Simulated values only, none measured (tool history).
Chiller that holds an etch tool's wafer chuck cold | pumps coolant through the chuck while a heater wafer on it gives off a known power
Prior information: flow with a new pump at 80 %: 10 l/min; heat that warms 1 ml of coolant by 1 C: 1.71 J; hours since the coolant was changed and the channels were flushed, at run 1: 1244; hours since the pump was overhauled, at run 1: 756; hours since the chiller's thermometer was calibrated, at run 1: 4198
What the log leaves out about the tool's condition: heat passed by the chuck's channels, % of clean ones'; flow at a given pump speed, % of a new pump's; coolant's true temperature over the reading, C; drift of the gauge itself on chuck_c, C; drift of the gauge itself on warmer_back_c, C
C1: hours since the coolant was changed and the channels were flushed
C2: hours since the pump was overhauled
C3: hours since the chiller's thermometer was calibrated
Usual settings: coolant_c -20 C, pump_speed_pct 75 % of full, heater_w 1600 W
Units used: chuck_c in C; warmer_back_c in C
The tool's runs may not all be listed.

run 1 hour=0 | coolant_c=-20 pump_speed_pct=75 heater_w=1600 | C1=1244 C2=756 C3=4198 | chuck_c=-5.6 warmer_back_c=6.13
run 2 hour=187.8 | coolant_c=-20 pump_speed_pct=75 heater_w=1600 | C1=1432 C2=944 C3=4386 | chuck_c=-5.5 warmer_back_c=6.22
run 3 hour=295.5 | coolant_c=-20 pump_speed_pct=75 heater_w=974 | C1=1540 C2=1051 C3=4494 | chuck_c=-11.2 warmer_back_c=3.74
run 4 hour=415.7 | coolant_c=-20 pump_speed_pct=75 heater_w=974 | C1=1660 C2=1172 C3=4614 | chuck_c=-11.2 warmer_back_c=3.78
-- hour=433.6 chiller's thermometer calibrated
run 5 hour=563.9 | coolant_c=-20 pump_speed_pct=75 heater_w=974 | C1=1807 C2=1319 C3=130 | chuck_c=-11.5 warmer_back_c=3.78
run 6 hour=697.3 | coolant_c=-20 pump_speed_pct=75 heater_w=974 | C1=1941 C2=1452 C3=264 | chuck_c=-11.5 warmer_back_c=3.8
run 7 hour=799.2 | coolant_c=-20 pump_speed_pct=75 heater_w=974 | C1=2043 C2=1554 C3=366 | chuck_c=-11.7 warmer_back_c=3.76
run 8 hour=987.3 | coolant_c=-20 pump_speed_pct=71 heater_w=974 | C1=2231 C2=1742 C3=554 | chuck_c=-11.1 warmer_back_c=4.06
-- hour=1059.9 chiller's thermometer calibrated, once more
run 9 hour=1085.8 | coolant_c=-20 pump_speed_pct=71 heater_w=974 | C1=2328 C2=1840 C3=26 | chuck_c=-10.2 warmer_back_c=4.04
run 10 hour=1252.8 | coolant_c=-20 pump_speed_pct=71 heater_w=1256 | C1=2495 C2=2007 C3=193 | chuck_c=-7.4 warmer_back_c=5.21
run 11 hour=1424.2 | coolant_c=-20 pump_speed_pct=96 heater_w=1600 | C1=2666 C2=2178 C3=364 | chuck_c=-6.6 warmer_back_c=4.79
run 12 hour=1530.8 | coolant_c=-20 pump_speed_pct=75 heater_w=1600 | C1=2773 C2=2285 C3=471 | chuck_c=-4.4 warmer_back_c=6.3
run 13 hour=1700.3 | coolant_c=-20 pump_speed_pct=75 heater_w=1631 | C1=2943 C2=2454 C3=640 | chuck_c=-4.1 warmer_back_c=6.45
run 14 hour=1808 | coolant_c=-20 pump_speed_pct=75 heater_w=1631 | C1=3050 C2=2562 C3=748 | chuck_c=-4 warmer_back_c=6.56
run 15 hour=1953.2 | coolant_c=-20 pump_speed_pct=87 heater_w=1631 | C1=3196 C2=2707 C3=893 | chuck_c=-5.3 warmer_back_c=5.56
run 16 hour=2085.7 | coolant_c=-20 pump_speed_pct=87 heater_w=1631 | C1=3328 C2=2840 C3=1026 | chuck_c=-5.6 warmer_back_c=5.58
run 17 hour=2172.3 | coolant_c=-20 pump_speed_pct=75 heater_w=1400 | C1=3415 C2=2926 C3=1112 | chuck_c=-6.2 warmer_back_c=5.69
run 18 hour=2361.8 | coolant_c=-20 pump_speed_pct=75 heater_w=1110 | C1=3604 C2=3116 C3=1302 | chuck_c=-9.1 warmer_back_c=4.48
run 19 hour=2444.8 | coolant_c=-13 pump_speed_pct=67 heater_w=1600 | C1=3687 C2=3199 C3=1385 | chuck_c=4 warmer_back_c=7.31
run 20 hour=2631.4 | coolant_c=-12 pump_speed_pct=71 heater_w=1600 | C1=3874 C2=3385 C3=1572 | chuck_c=4.5 warmer_back_c=6.89
run 21 hour=2735 | coolant_c=-24 pump_speed_pct=80 heater_w=1600 | C1=3977 C2=3489 C3=1675 | chuck_c=-8.5 warmer_back_c=6.03
run 22 hour=2899.9 | coolant_c=-24 pump_speed_pct=80 heater_w=1600 | C1=4142 C2=3654 C3=1840 | chuck_c=-8.6 warmer_back_c=6.08
run 23 hour=3034.2 | coolant_c=-24 pump_speed_pct=80 heater_w=1600 | C1=4277 C2=3788 C3=1974 | chuck_c=-8.6 warmer_back_c=6.12
run 24 hour=3232.9 | coolant_c=-26 pump_speed_pct=82 heater_w=2052 | C1=4475 C2=3987 C3=2173 | chuck_c=-6.3 warmer_back_c=7.68
run 25 hour=3368.1 | coolant_c=-26 pump_speed_pct=82 heater_w=2052 | C1=4610 C2=4122 C3=2308 | chuck_c=-6.4 warmer_back_c=7.68
run 26 hour=3469.3 | coolant_c=-23 pump_speed_pct=75 heater_w=1600 | C1=4712 C2=4223 C3=2409 | chuck_c=-6.8 warmer_back_c=6.65
run 27 hour=3625 | coolant_c=-23 pump_speed_pct=75 heater_w=1600 | C1=4867 C2=4379 C3=2565 | chuck_c=-6.8 warmer_back_c=6.59
run 28 hour=3813.6 | coolant_c=-23 pump_speed_pct=75 heater_w=1600 | C1=5056 C2=4568 C3=2754 | chuck_c=-6.5 warmer_back_c=6.64
run 29 hour=3909 | coolant_c=-17 pump_speed_pct=64 heater_w=1600 | C1=5151 C2=4663 C3=2849 | chuck_c=1.2 warmer_back_c=7.93
run 30 hour=4108.4 | coolant_c=-17 pump_speed_pct=88 heater_w=1320 | C1=5351 C2=4862 C3=3049 | chuck_c=-4.7 warmer_back_c=4.65
run 31 hour=4243.9 | coolant_c=-19 pump_speed_pct=62 heater_w=2050 | C1=5486 C2=4998 C3=3184 | chuck_c=5.3 warmer_back_c=10.58
run 32 hour=4388.4 | coolant_c=-19 pump_speed_pct=84 heater_w=933 | C1=5631 C2=5142 C3=3328 | chuck_c=-10 warmer_back_c=3.44
run 33 hour=4588.7 | coolant_c=-12 pump_speed_pct=75 heater_w=1329 | C1=5831 C2=5343 C3=3529 | chuck_c=1.8 warmer_back_c=5.6

Hidden condition of the tool, last listed run before each entry between runs versus first listed run after:
Between runs 4 and 5: chiller's thermometer calibrated (hour 433.6)
  heat passed by the chuck's channels, % of clean ones': 95.2 -> 94.9; flow at a given pump speed, % of a new pump's: 97.2 -> 96.9; coolant's true temperature over the reading, C: -0.58 -> -0.71
  what was measured, less what the result would be without the hidden state, chuck_c: -0.1 -> -0.2 C; warmer_back_c: +0.11 -> +0.11 C
Between runs 8 and 9: chiller's thermometer calibrated, once more (hour 1059.9)
  heat passed by the chuck's channels, % of clean ones': 93.9 -> 93.7; flow at a given pump speed, % of a new pump's: 96.1 -> 96; coolant's true temperature over the reading, C: -0.76 -> 0
  what was measured, less what the result would be without the hidden state, chuck_c: -0.1 -> +0.7 C; warmer_back_c: +0.15 -> +0.16 C
